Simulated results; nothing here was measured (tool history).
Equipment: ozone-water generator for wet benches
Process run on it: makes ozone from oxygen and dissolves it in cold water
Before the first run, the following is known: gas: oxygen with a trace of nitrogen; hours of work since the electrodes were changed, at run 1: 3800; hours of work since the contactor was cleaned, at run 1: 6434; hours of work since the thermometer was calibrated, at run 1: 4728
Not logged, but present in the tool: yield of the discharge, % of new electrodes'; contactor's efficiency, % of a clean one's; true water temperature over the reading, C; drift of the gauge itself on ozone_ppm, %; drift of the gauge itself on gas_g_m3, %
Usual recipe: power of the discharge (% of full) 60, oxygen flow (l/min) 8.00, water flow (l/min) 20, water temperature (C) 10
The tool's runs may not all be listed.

| run | day | power of the discharge (% of full) | oxygen flow (l/min) | water flow (l/min) | water temperature (C) | hours of work since the electrodes were changed | hours of work since the contactor was cleaned | hours of work since the thermometer was calibrated | dissolved ozone (ppm) | ozone in the gas ahead of the water (g/m3) |
|---|---|---|---|---|---|---|---|---|---|---|
| 1 | 0.000 | 60 | 8.00 | 20 | 10 | 3800 | 6434 | 4728 | 27.0 | 172.6 |
| 2 | 4.438 | 60 | 8.00 | 20 | 7 | 3902 | 6535 | 4830 | 28.2 | 172.2 |
| 3 | 8.933 | 60 | 8.00 | 20 | 7 | 4005 | 6638 | 4933 | 28.3 | 172.7 |
|  | 13.233 | water thermometer calibrated |
| 4 | 13.971 | 60 | 8.00 | 20 | 7 | 4120 | 6753 | 17 | 28.5 | 171.3 |
| 5 | 16.992 | 60 | 8.00 | 14 | 10 | 4189 | 6822 | 86 | 34.8 | 168.9 |
| 6 | 19.846 | 60 | 5.46 | 14 | 10 | 4254 | 6888 | 151 | 33.1 | 192.7 |
| 7 | 23.592 | 60 | 7.15 | 30 | 10 | 4340 | 6973 | 237 | 18.4 | 176.7 |
| 8 | 26.062 | 60 | 5.87 | 20 | 10 | 4397 | 7030 | 294 | 25.0 | 188.6 |
| 9 | 29.454 | 90 | 5.87 | 14 | 10 | 4474 | 7108 | 371 | 43.2 | 246.5 |
| 10 | 34.054 | 90 | 13.39 | 32 | 10 | 4580 | 7213 | 477 | 25.7 | 185.7 |
| 11 | 37.012 | 90 | 13.39 | 32 | 10 | 4647 | 7281 | 544 | 25.8 | 188.9 |
| 12 | 40.621 | 90 | 13.39 | 32 | 10 | 4730 | 7363 | 627 | 25.8 | 185.4 |

4 options for the next run, each taken on its own from the tool as it stands now. Forecast them:
| A | 45.012 | 60 | 6.77 | 20 | 10 | 4830 | 7464 | 727 | ? | ? |
| B | 45.012 | 90 | 13.39 | 17 | 10 | 4830 | 7464 | 727 | ? | ? |
| C | 45.012 | 60 | 13.39 | 24 | 9 | 4830 | 7464 | 727 | ? | ? |
| D | 45.012 | 41 | 13.11 | 18 | 10 | 4830 | 7464 | 727 | ? | ? |

| run | dissolved ozone (ppm) | ozone in the gas ahead of the water (g/m3) |
|---|---|---|
| A | 25.6 | 180.3 |
| B | 40.7 | 183.4 |
| C | 25.0 | 143.1 |
| D | 23.3 | 110.1 |
Had the tool no hidden state, the same runs would have come out as:
| run | dissolved ozone (ppm) | ozone in the gas ahead of the water (g/m3) |
|---|---|---|
| A | 30.5 | 200.7 |
| B | 49.8 | 211.3 |
| C | 30.1 | 159.4 |
| D | 26.8 | 118.8 |
